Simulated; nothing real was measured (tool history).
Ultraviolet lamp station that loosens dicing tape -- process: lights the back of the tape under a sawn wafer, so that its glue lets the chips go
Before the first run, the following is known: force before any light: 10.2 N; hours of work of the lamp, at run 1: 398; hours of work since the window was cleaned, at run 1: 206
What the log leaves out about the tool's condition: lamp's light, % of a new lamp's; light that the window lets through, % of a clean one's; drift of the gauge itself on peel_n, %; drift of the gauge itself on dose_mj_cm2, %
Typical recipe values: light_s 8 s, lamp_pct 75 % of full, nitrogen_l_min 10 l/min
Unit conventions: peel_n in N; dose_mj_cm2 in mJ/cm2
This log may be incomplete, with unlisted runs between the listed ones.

| run | hour | light_s | lamp_pct | nitrogen_l_min | hours of work of the lamp | hours of work since the window was cleaned | peel_n | dose_mj_cm2 |
|---|---|---|---|---|---|---|---|---|
| 1 | 0 | 8 | 75 | 10 | 398 | 206 | 0.482 | 338 |
| 2 | 40.5 | 8 | 75 | 10 | 419 | 227 | 0.511 | 335 |
| 3 | 70.1 | 8 | 75 | 6 | 434 | 242 | 0.724 | 337 |
| 4 | 92.8 | 8 | 75 | 10 | 446 | 254 | 0.516 | 331 |
|  | 96.4 | window cleaned of glue's vapour |
| 5 | 135.3 | 8 | 75 | 10 | 467 | 20 | 0.561 | 319 |
| 6 | 173.1 | 13 | 76 | 10 | 487 | 39 | 0.215 | 519 |

What will run 7 give?
| 7 | 212.9 | 8 | 97 | 19 | 507 | 60 | ? | ? |

{"run 7": {"peel_n": 0.258, "dose_mj_cm2": 401}}
Were there no unlogged condition in the tool, this run, its random variation unchanged, would have produced peel_n 0.186 N, dose_mj_cm2 538 mJ/cm2.
